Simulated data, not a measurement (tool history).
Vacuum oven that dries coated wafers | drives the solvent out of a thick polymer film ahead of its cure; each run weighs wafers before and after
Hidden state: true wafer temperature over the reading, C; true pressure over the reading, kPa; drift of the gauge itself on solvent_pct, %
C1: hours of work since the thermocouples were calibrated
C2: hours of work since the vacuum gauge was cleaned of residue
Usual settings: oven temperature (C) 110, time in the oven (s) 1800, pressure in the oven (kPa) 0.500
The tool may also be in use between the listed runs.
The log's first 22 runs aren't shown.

run 23 hour=708.1 | oven_temperature_(C)=110 time_in_the_oven_(s)=1800 pressure_in_the_oven_(kPa)=0.500 | C1=254 C2=887 | solvent_left_in_the_film_(%)=1.92
run 24 hour=747.3 | oven_temperature_(C)=110 time_in_the_oven_(s)=1800 pressure_in_the_oven_(kPa)=0.500 | C1=277 C2=910 | solvent_left_in_the_film_(%)=1.95
run 25 hour=767.8 | oven_temperature_(C)=97 time_in_the_oven_(s)=900 pressure_in_the_oven_(kPa)=1.578 | C1=290 C2=923 | solvent_left_in_the_film_(%)=10.15
run 26 hour=808.3 | oven_temperature_(C)=97 time_in_the_oven_(s)=900 pressure_in_the_oven_(kPa)=1.578 | C1=314 C2=947 | solvent_left_in_the_film_(%)=10.12
run 27 hour=849.8 | oven_temperature_(C)=112 time_in_the_oven_(s)=1020 pressure_in_the_oven_(kPa)=0.500 | C1=338 C2=972 | solvent_left_in_the_film_(%)=3.71
run 28 hour=894.2 | oven_temperature_(C)=112 time_in_the_oven_(s)=1020 pressure_in_the_oven_(kPa)=0.500 | C1=365 C2=998 | solvent_left_in_the_film_(%)=3.81
-- hour=900.1 vacuum gauge cleaned of residue and calibrated
run 29 hour=916.5 | oven_temperature_(C)=116 time_in_the_oven_(s)=1020 pressure_in_the_oven_(kPa)=1.792 | C1=377 C2=10 | solvent_left_in_the_film_(%)=4.20
run 30 hour=948.7 | oven_temperature_(C)=95 time_in_the_oven_(s)=1920 pressure_in_the_oven_(kPa)=0.589 | C1=397 C2=29 | solvent_left_in_the_film_(%)=5.17
run 31 hour=969.7 | oven_temperature_(C)=114 time_in_the_oven_(s)=1020 pressure_in_the_oven_(kPa)=0.589 | C1=409 C2=42 | solvent_left_in_the_film_(%)=3.53
run 32 hour=999.0 | oven_temperature_(C)=114 time_in_the_oven_(s)=1020 pressure_in_the_oven_(kPa)=0.589 | C1=427 C2=59 | solvent_left_in_the_film_(%)=3.48
run 33 hour=1025.2 | oven_temperature_(C)=97 time_in_the_oven_(s)=1140 pressure_in_the_oven_(kPa)=0.362 | C1=442 C2=75 | solvent_left_in_the_film_(%)=7.19
run 34 hour=1070.0 | oven_temperature_(C)=97 time_in_the_oven_(s)=1140 pressure_in_the_oven_(kPa)=0.362 | C1=469 C2=101 | solvent_left_in_the_film_(%)=7.42
run 35 hour=1114.2 | oven_temperature_(C)=97 time_in_the_oven_(s)=1140 pressure_in_the_oven_(kPa)=0.362 | C1=495 C2=128 | solvent_left_in_the_film_(%)=7.30
-- hour=1127.7 vacuum gauge cleaned of residue and calibrated, once more
run 36 hour=1135.0 | oven_temperature_(C)=97 time_in_the_oven_(s)=1680 pressure_in_the_oven_(kPa)=0.362 | C1=507 C2=4 | solvent_left_in_the_film_(%)=3.93
run 37 hour=1178.4 | oven_temperature_(C)=97 time_in_the_oven_(s)=1380 pressure_in_the_oven_(kPa)=0.463 | C1=533 C2=30 | solvent_left_in_the_film_(%)=5.34
run 38 hour=1201.6 | oven_temperature_(C)=97 time_in_the_oven_(s)=1200 pressure_in_the_oven_(kPa)=0.385 | C1=547 C2=44 | solvent_left_in_the_film_(%)=6.23
run 39 hour=1225.1 | oven_temperature_(C)=97 time_in_the_oven_(s)=1200 pressure_in_the_oven_(kPa)=0.385 | C1=561 C2=58 | solvent_left_in_the_film_(%)=6.28
run 40 hour=1250.5 | oven_temperature_(C)=97 time_in_the_oven_(s)=1200 pressure_in_the_oven_(kPa)=0.385 | C1=576 C2=73 | solvent_left_in_the_film_(%)=6.34
run 41 hour=1279.5 | oven_temperature_(C)=105 time_in_the_oven_(s)=2640 pressure_in_the_oven_(kPa)=0.510 | C1=593 C2=91 | solvent_left_in_the_film_(%)=1.25
run 42 hour=1316.2 | oven_temperature_(C)=113 time_in_the_oven_(s)=2580 pressure_in_the_oven_(kPa)=0.510 | C1=615 C2=113 | solvent_left_in_the_film_(%)=0.74
run 43 hour=1355.2 | oven_temperature_(C)=110 time_in_the_oven_(s)=1800 pressure_in_the_oven_(kPa)=0.284 | C1=638 C2=136 | solvent_left_in_the_film_(%)=1.30
run 44 hour=1395.0 | oven_temperature_(C)=105 time_in_the_oven_(s)=1620 pressure_in_the_oven_(kPa)=0.500 | C1=662 C2=160 | solvent_left_in_the_film_(%)=2.81
run 45 hour=1415.1 | oven_temperature_(C)=99 time_in_the_oven_(s)=1380 pressure_in_the_oven_(kPa)=0.621 | C1=674 C2=172 | solvent_left_in_the_film_(%)=5.17
run 46 hour=1443.1 | oven_temperature_(C)=124 time_in_the_oven_(s)=1440 pressure_in_the_oven_(kPa)=0.500 | C1=691 C2=188 | solvent_left_in_the_film_(%)=0.72
run 47 hour=1481.4 | oven_temperature_(C)=96 time_in_the_oven_(s)=1620 pressure_in_the_oven_(kPa)=0.608 | C1=714 C2=211 | solvent_left_in_the_film_(%)=5.27

Consider 3 possible next runs. They are alternatives, not a sequence: every one starts from the tool as it was left by run 47. What does each give?
run A hour=1525.9 | oven_temperature_(C)=121 time_in_the_oven_(s)=1680 pressure_in_the_oven_(kPa)=0.931 | C1=740 C2=238 | solvent_left_in_the_film_(%)=?
run B hour=1525.9 | oven_temperature_(C)=95 time_in_the_oven_(s)=2160 pressure_in_the_oven_(kPa)=0.815 | C1=740 C2=238 | solvent_left_in_the_film_(%)=?
run C hour=1525.9 | oven_temperature_(C)=102 time_in_the_oven_(s)=1860 pressure_in_the_oven_(kPa)=0.498 | C1=740 C2=238 | solvent_left_in_the_film_(%)=?

run=A solvent_left_in_the_film_(%)=1.13
run=B solvent_left_in_the_film_(%)=4.45
run=C solvent_left_in_the_film_(%)=2.85
With the hidden condition removed and each run's random variation left untouched, the same runs would have given:
run=A solvent_left_in_the_film_(%)=0.93
run=B solvent_left_in_the_film_(%)=3.75
run=C solvent_left_in_the_film_(%)=2.32

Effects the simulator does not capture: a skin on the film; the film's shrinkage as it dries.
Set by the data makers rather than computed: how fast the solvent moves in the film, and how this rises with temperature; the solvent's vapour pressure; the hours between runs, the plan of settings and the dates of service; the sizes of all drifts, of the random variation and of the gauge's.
